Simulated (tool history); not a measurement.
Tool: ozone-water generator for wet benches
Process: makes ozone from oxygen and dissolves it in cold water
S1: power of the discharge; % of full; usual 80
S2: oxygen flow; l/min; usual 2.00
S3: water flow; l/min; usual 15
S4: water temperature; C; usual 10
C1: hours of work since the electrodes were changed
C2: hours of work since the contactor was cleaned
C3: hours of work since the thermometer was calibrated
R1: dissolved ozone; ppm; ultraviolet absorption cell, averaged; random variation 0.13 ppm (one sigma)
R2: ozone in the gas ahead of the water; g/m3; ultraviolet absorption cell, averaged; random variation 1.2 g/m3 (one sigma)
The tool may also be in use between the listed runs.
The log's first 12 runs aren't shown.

{"hour": 790.1, "done": "gauge calibrated"}
{"run": 13, "hour": 815.0, "S1": 80, "S2": 1.36, "S3": 15, "S4": 10, "C1": 2950, "C2": 2288, "C3": 1431, "R1": 11.9, "R2": 273.0}
{"run": 14, "hour": 864.4, "S1": 80, "S2": 2.0, "S3": 15, "S4": 11, "C1": 2989, "C2": 2327, "C3": 1470, "R1": 12.8, "R2": 218.0}
{"run": 15, "hour": 927.4, "S1": 80, "S2": 1.46, "S3": 15, "S4": 10, "C1": 3039, "C2": 2377, "C3": 1520, "R1": 11.8, "R2": 262.1}
{"run": 16, "hour": 998.1, "S1": 80, "S2": 1.46, "S3": 15, "S4": 10, "C1": 3095, "C2": 2434, "C3": 1577, "R1": 12.1, "R2": 258.8}
{"run": 17, "hour": 1050.7, "S1": 55, "S2": 1.54, "S3": 21, "S4": 10, "C1": 3137, "C2": 2475, "C3": 1618, "R1": 6.5, "R2": 197.9}
{"run": 18, "hour": 1131.0, "S1": 43, "S2": 3.45, "S3": 15, "S4": 14, "C1": 3201, "C2": 2539, "C3": 1682, "R1": 8.8, "R2": 106.1}
{"run": 19, "hour": 1170.6, "S1": 43, "S2": 3.02, "S3": 20, "S4": 14, "C1": 3232, "C2": 2571, "C3": 1714, "R1": 6.7, "R2": 112.1}
{"run": 20, "hour": 1255.7, "S1": 91, "S2": 1.52, "S3": 10, "S4": 9, "C1": 3300, "C2": 2639, "C3": 1781, "R1": 20.3, "R2": 271.2}
{"run": 21, "hour": 1327.4, "S1": 80, "S2": 2.0, "S3": 15, "S4": 8, "C1": 3357, "C2": 2696, "C3": 1838, "R1": 13.0, "R2": 215.6}
{"run": 22, "hour": 1394.0, "S1": 50, "S2": 1.92, "S3": 15, "S4": 10, "C1": 3410, "C2": 2749, "C3": 1891, "R1": 9.4, "R2": 160.9}
{"run": 23, "hour": 1449.2, "S1": 99, "S2": 3.33, "S3": 23, "S4": 14, "C1": 3454, "C2": 2792, "C3": 1935, "R1": 10.4, "R2": 186.0}
{"run": 24, "hour": 1493.2, "S1": 99, "S2": 3.33, "S3": 15, "S4": 14, "C1": 3489, "C2": 2827, "C3": 1970, "R1": 15.2, "R2": 184.1}
{"run": 25, "hour": 1568.2, "S1": 53, "S2": 2.0, "S3": 17, "S4": 10, "C1": 3549, "C2": 2887, "C3": 2030, "R1": 8.5, "R2": 161.7}
{"run": 26, "hour": 1637.0, "S1": 71, "S2": 1.04, "S3": 23, "S4": 6, "C1": 3603, "C2": 2942, "C3": 2085, "R1": 6.3, "R2": 284.0}
{"run": 27, "hour": 1719.7, "S1": 71, "S2": 1.04, "S3": 16, "S4": 6, "C1": 3669, "C2": 3008, "C3": 2151, "R1": 9.5, "R2": 280.9}
{"run": 28, "hour": 1765.8, "S1": 51, "S2": 1.85, "S3": 12, "S4": 16, "C1": 3706, "C2": 3044, "C3": 2187, "R1": 11.0, "R2": 164.3}
{"run": 29, "hour": 1812.7, "S1": 51, "S2": 1.85, "S3": 19, "S4": 10, "C1": 3743, "C2": 3082, "C3": 2224, "R1": 7.3, "R2": 164.4}
{"hour": 1851.5, "done": "contactor cleaned"}
{"run": 30, "hour": 1861.9, "S1": 48, "S2": 1.32, "S3": 14, "S4": 6, "C1": 3779, "C2": 8, "C3": 2260, "R1": 9.1, "R2": 188.2}
{"hour": 1870.2, "done": "gauge calibrated"}
{"run": 31, "hour": 1906.3, "S1": 48, "S2": 1.32, "S3": 14, "S4": 6, "C1": 3814, "C2": 44, "C3": 2296, "R1": 9.1, "R2": 196.9}
{"run": 32, "hour": 1989.3, "S1": 48, "S2": 1.32, "S3": 14, "S4": 6, "C1": 3880, "C2": 110, "C3": 2362, "R1": 9.1, "R2": 195.3}

5 ways to go on from here, each from the tool as it stands after run 32. What would each give?
{"run": "A", "hour": 2067.3, "S1": 67, "S2": 1.32, "S3": 15, "S4": 9, "C1": 3943, "C2": 172, "C3": 2424, "R1": "?", "R2": "?"}
{"run": "B", "hour": 2067.3, "S1": 80, "S2": 2.78, "S3": 15, "S4": 17, "C1": 3943, "C2": 172, "C3": 2424, "R1": "?", "R2": "?"}
{"run": "C", "hour": 2067.3, "S1": 80, "S2": 1.41, "S3": 16, "S4": 12, "C1": 3943, "C2": 172, "C3": 2424, "R1": "?", "R2": "?"}
{"run": "D", "hour": 2067.3, "S1": 50, "S2": 2.0, "S3": 17, "S4": 13, "C1": 3943, "C2": 172, "C3": 2424, "R1": "?", "R2": "?"}
{"run": "E", "hour": 2067.3, "S1": 80, "S2": 1.21, "S3": 15, "S4": 10, "C1": 3943, "C2": 172, "C3": 2424, "R1": "?", "R2": "?"}

run=A R1=10.2 R2=243.4
run=B R1=12.7 R2=180.6
run=C R1=11.0 R2=263.2
run=D R1=8.1 R2=162.3
run=E R1=11.4 R2=287.2
Without the tool's hidden state the same runs would have given:
run=A R1=10.3 R2=245.7
run=B R1=12.7 R2=182.4
run=C R1=11.0 R2=265.7
run=D R1=8.2 R2=163.7
run=E R1=11.4 R2=290.0
